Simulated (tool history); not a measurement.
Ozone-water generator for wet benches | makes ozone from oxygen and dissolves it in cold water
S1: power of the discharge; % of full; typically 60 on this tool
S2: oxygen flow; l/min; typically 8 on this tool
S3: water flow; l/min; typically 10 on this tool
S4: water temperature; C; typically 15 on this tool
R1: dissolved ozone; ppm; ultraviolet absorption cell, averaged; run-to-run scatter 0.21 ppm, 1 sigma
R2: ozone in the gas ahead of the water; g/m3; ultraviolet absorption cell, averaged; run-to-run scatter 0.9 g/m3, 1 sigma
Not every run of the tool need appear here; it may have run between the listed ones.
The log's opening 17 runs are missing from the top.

{"run": 18, "hour": 1665.1, "S1": 60, "S2": 12.8, "S3": 7, "S4": 13, "R1": 27.6, "R2": 105.1}
{"run": 19, "hour": 1744.3, "S1": 77, "S2": 12.8, "S3": 15, "S4": 12, "R1": 27, "R2": 128.7}
{"run": 20, "hour": 1823.1, "S1": 77, "S2": 12.8, "S3": 15, "S4": 12, "R1": 26.8, "R2": 128.8}
{"run": 21, "hour": 1929.3, "S1": 46, "S2": 8, "S3": 9, "S4": 15, "R1": 23.9, "R2": 113.9}
{"run": 22, "hour": 1992.7, "S1": 46, "S2": 8, "S3": 9, "S4": 15, "R1": 23.8, "R2": 113.3}
{"run": 23, "hour": 2054.3, "S1": 69, "S2": 12.65, "S3": 9, "S4": 22, "R1": 23, "R2": 118.2}
{"run": 24, "hour": 2110.4, "S1": 60, "S2": 8, "S3": 6, "S4": 8, "R1": 41.4, "R2": 143.6}
{"run": 25, "hour": 2236.2, "S1": 60, "S2": 8, "S3": 14, "S4": 11, "R1": 26, "R2": 142.7}
{"run": 26, "hour": 2302.0, "S1": 60, "S2": 5.78, "S3": 10, "S4": 15, "R1": 31.6, "R2": 178.7}
{"run": 27, "hour": 2354.8, "S1": 97, "S2": 12.19, "S3": 7, "S4": 10, "R1": 45.9, "R2": 160.8}
{"run": 28, "hour": 2477.2, "S1": 90, "S2": 10.28, "S3": 6, "S4": 20, "R1": 36.7, "R2": 172}
{"run": 29, "hour": 2544.8, "S1": 60, "S2": 9.55, "S3": 10, "S4": 15, "R1": 26.5, "R2": 127.3}
{"run": 30, "hour": 2627.5, "S1": 92, "S2": 8, "S3": 10, "S4": 10, "R1": 45.7, "R2": 203.1}
{"run": 31, "hour": 2703.0, "S1": 92, "S2": 8, "S3": 10, "S4": 10, "R1": 45.4, "R2": 205.6}
{"run": 32, "hour": 2759.3, "S1": 88, "S2": 5.86, "S3": 12, "S4": 22, "R1": 33.9, "R2": 242.4}
{"run": 33, "hour": 2814.4, "S1": 60, "S2": 7.67, "S3": 6, "S4": 15, "R1": 34.4, "R2": 144.6}

What if the next run were any one of these 4? Each begins from the tool's condition after run 33:
{"run": "A", "hour": 2925.4, "S1": 45, "S2": 7.67, "S3": 6, "S4": 8, "R1": "?", "R2": "?"}
{"run": "B", "hour": 2925.4, "S1": 60, "S2": 5.78, "S3": 10, "S4": 15, "R1": "?", "R2": "?"}
{"run": "C", "hour": 2925.4, "S1": 65, "S2": 6.93, "S3": 10, "S4": 15, "R1": "?", "R2": "?"}
{"run": "D", "hour": 2925.4, "S1": 54, "S2": 7.67, "S3": 6, "S4": 7, "R1": "?", "R2": "?"}

run=A R1=31.6 R2=114
run=B R1=31.5 R2=174.8
run=C R1=31.7 R2=166.2
run=D R1=38.2 R2=131.4
With the hidden condition removed and each run's random variation left untouched, the same runs would have given:
run=A R1=33.6 R2=119.1
run=B R1=34.1 R2=186
run=C R1=34.6 R2=177.8
run=D R1=41 R2=139
